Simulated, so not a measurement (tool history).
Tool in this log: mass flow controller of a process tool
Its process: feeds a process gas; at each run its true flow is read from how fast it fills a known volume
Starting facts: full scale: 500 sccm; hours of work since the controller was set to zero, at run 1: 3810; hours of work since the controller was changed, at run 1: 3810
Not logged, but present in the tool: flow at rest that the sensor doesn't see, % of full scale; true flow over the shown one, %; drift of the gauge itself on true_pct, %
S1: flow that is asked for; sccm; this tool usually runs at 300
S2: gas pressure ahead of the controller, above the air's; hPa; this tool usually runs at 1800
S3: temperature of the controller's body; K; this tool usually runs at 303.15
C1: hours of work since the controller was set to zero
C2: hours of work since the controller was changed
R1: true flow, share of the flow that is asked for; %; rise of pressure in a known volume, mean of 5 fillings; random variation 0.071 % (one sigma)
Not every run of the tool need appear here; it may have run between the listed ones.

{"run": 1, "hour": 0.0, "S1": 300, "S2": 1800, "S3": 303.15, "C1": 3810, "C2": 3810, "R1": 102.54}
{"run": 2, "hour": 114.3, "S1": 300, "S2": 1800, "S3": 303.15, "C1": 3884, "C2": 3884, "R1": 102.31}
{"run": 3, "hour": 187.4, "S1": 272, "S2": 1800, "S3": 303.15, "C1": 3931, "C2": 3931, "R1": 102.63}
{"run": 4, "hour": 250.9, "S1": 272, "S2": 1800, "S3": 303.15, "C1": 3972, "C2": 3972, "R1": 102.6}
{"hour": 371.5, "done": "controller's zero set anew"}
{"run": 5, "hour": 384.1, "S1": 272, "S2": 1800, "S3": 303.15, "C1": 8, "C2": 4058, "R1": 104.05}
{"run": 6, "hour": 474.0, "S1": 448, "S2": 1800, "S3": 303.15, "C1": 66, "C2": 4116, "R1": 102.94}
{"run": 7, "hour": 595.1, "S1": 448, "S2": 1800, "S3": 303.15, "C1": 144, "C2": 4194, "R1": 102.89}
{"hour": 634.6, "done": "controller's zero set anew, once more"}
{"run": 8, "hour": 658.0, "S1": 300, "S2": 1800, "S3": 303.15, "C1": 15, "C2": 4235, "R1": 100.7}
{"run": 9, "hour": 720.2, "S1": 300, "S2": 1800, "S3": 303.15, "C1": 55, "C2": 4275, "R1": 100.78}
{"run": 10, "hour": 830.6, "S1": 300, "S2": 1800, "S3": 303.15, "C1": 127, "C2": 4346, "R1": 100.92}
{"run": 11, "hour": 963.3, "S1": 300, "S2": 1800, "S3": 303.15, "C1": 212, "C2": 4432, "R1": 100.99}
{"run": 12, "hour": 1097.6, "S1": 300, "S2": 1800, "S3": 303.15, "C1": 299, "C2": 4519, "R1": 100.92}
{"run": 13, "hour": 1184.9, "S1": 300, "S2": 1800, "S3": 303.15, "C1": 356, "C2": 4575, "R1": 100.99}
{"run": 14, "hour": 1287.2, "S1": 300, "S2": 1440, "S3": 303.15, "C1": 422, "C2": 4641, "R1": 101.27}
{"run": 15, "hour": 1395.4, "S1": 300, "S2": 1800, "S3": 303.15, "C1": 492, "C2": 4711, "R1": 101.15}
{"run": 16, "hour": 1510.4, "S1": 300, "S2": 1800, "S3": 309.15, "C1": 566, "C2": 4786, "R1": 100.94}
{"run": 17, "hour": 1643.8, "S1": 300, "S2": 1800, "S3": 309.15, "C1": 652, "C2": 4872, "R1": 101}
{"run": 18, "hour": 1744.6, "S1": 292, "S2": 1800, "S3": 309.15, "C1": 717, "C2": 4937, "R1": 101.05}
{"run": 19, "hour": 1854.5, "S1": 292, "S2": 1800, "S3": 309.15, "C1": 788, "C2": 5008, "R1": 100.89}
{"run": 20, "hour": 1939.5, "S1": 292, "S2": 1800, "S3": 309.15, "C1": 843, "C2": 5063, "R1": 101.05}
{"run": 21, "hour": 2078.7, "S1": 300, "S2": 1800, "S3": 295.15, "C1": 933, "C2": 5153, "R1": 101.93}
{"run": 22, "hour": 2158.3, "S1": 300, "S2": 1800, "S3": 295.15, "C1": 985, "C2": 5204, "R1": 101.84}
{"run": 23, "hour": 2255.3, "S1": 300, "S2": 1800, "S3": 303.15, "C1": 1047, "C2": 5267, "R1": 101.61}
{"run": 24, "hour": 2388.5, "S1": 300, "S2": 1800, "S3": 303.15, "C1": 1134, "C2": 5353, "R1": 101.63}
{"run": 25, "hour": 2482.1, "S1": 228, "S2": 2250, "S3": 303.15, "C1": 1194, "C2": 5414, "R1": 101.72}
{"run": 26, "hour": 2548.3, "S1": 300, "S2": 1900, "S3": 298.15, "C1": 1237, "C2": 5456, "R1": 101.83}
{"run": 27, "hour": 2614.7, "S1": 300, "S2": 1900, "S3": 298.15, "C1": 1280, "C2": 5499, "R1": 102}
{"run": 28, "hour": 2704.4, "S1": 141, "S2": 2660, "S3": 309.15, "C1": 1338, "C2": 5557, "R1": 101.87}
{"run": 29, "hour": 2768.6, "S1": 169, "S2": 1630, "S3": 307.15, "C1": 1379, "C2": 5599, "R1": 101.95}
{"run": 30, "hour": 2861.2, "S1": 169, "S2": 1630, "S3": 307.15, "C1": 1439, "C2": 5659, "R1": 102.15}
{"run": 31, "hour": 2952.6, "S1": 169, "S2": 1710, "S3": 297.15, "C1": 1498, "C2": 5718, "R1": 102.5}
{"run": 32, "hour": 3088.9, "S1": 154, "S2": 2560, "S3": 301.15, "C1": 1586, "C2": 5806, "R1": 102.53}
{"run": 33, "hour": 3170.2, "S1": 73, "S2": 2560, "S3": 311.15, "C1": 1639, "C2": 5858, "R1": 103.37}
{"run": 34, "hour": 3314.9, "S1": 73, "S2": 2560, "S3": 311.15, "C1": 1732, "C2": 5952, "R1": 103.57}
{"run": 35, "hour": 3443.9, "S1": 269, "S2": 2560, "S3": 301.15, "C1": 1816, "C2": 6035, "R1": 102.12}
{"run": 36, "hour": 3549.3, "S1": 54, "S2": 1800, "S3": 302.15, "C1": 1884, "C2": 6103, "R1": 105.79}
{"run": 37, "hour": 3673.9, "S1": 54, "S2": 1800, "S3": 302.15, "C1": 1964, "C2": 6184, "R1": 105.92}
{"run": 38, "hour": 3796.3, "S1": 54, "S2": 1800, "S3": 312.15, "C1": 2043, "C2": 6263, "R1": 105.46}
{"run": 39, "hour": 3878.0, "S1": 54, "S2": 1800, "S3": 312.15, "C1": 2096, "C2": 6316, "R1": 105.73}
{"run": 40, "hour": 4002.4, "S1": 54, "S2": 1800, "S3": 312.15, "C1": 2177, "C2": 6396, "R1": 105.95}
{"run": 41, "hour": 4065.6, "S1": 300, "S2": 2360, "S3": 303.15, "C1": 2217, "C2": 6437, "R1": 102.37}
{"run": 42, "hour": 4126.5, "S1": 300, "S2": 2360, "S3": 303.15, "C1": 2257, "C2": 6476, "R1": 102.38}
{"run": 43, "hour": 4216.8, "S1": 312, "S2": 2110, "S3": 312.15, "C1": 2315, "C2": 6535, "R1": 102.04}
{"run": 44, "hour": 4288.2, "S1": 250, "S2": 2100, "S3": 303.15, "C1": 2361, "C2": 6581, "R1": 102.65}
{"run": 45, "hour": 4405.0, "S1": 250, "S2": 2050, "S3": 293.15, "C1": 2437, "C2": 6656, "R1": 103.21}
{"run": 46, "hour": 4508.3, "S1": 354, "S2": 2050, "S3": 309.15, "C1": 2503, "C2": 6723, "R1": 102.15}
{"run": 47, "hour": 4634.5, "S1": 354, "S2": 2800, "S3": 309.15, "C1": 2585, "C2": 6805, "R1": 101.96}

Alternative continuations, all from the tool just after run 47; predict every row:
{"run": "A", "hour": 4696.8, "S1": 53, "S2": 1470, "S3": 296.15, "C1": 2625, "C2": 6845, "R1": "?"}
{"run": "B", "hour": 4696.8, "S1": 165, "S2": 1800, "S3": 303.15, "C1": 2625, "C2": 6845, "R1": "?"}
{"run": "C", "hour": 4696.8, "S1": 208, "S2": 2280, "S3": 300.15, "C1": 2625, "C2": 6845, "R1": "?"}
{"run": "D", "hour": 4696.8, "S1": 354, "S2": 1790, "S3": 307.15, "C1": 2625, "C2": 6845, "R1": "?"}
{"run": "E", "hour": 4696.8, "S1": 235, "S2": 2800, "S3": 309.15, "C1": 2625, "C2": 6845, "R1": "?"}

run=A R1=108.18
run=B R1=103.38
run=C R1=103.25
run=D R1=102.4
run=E R1=102.51
What these runs would have given with no unlogged condition in the tool:
run=A R1=99.84
run=B R1=99.36
run=C R1=99.64
run=D R1=99.46
run=E R1=99.08
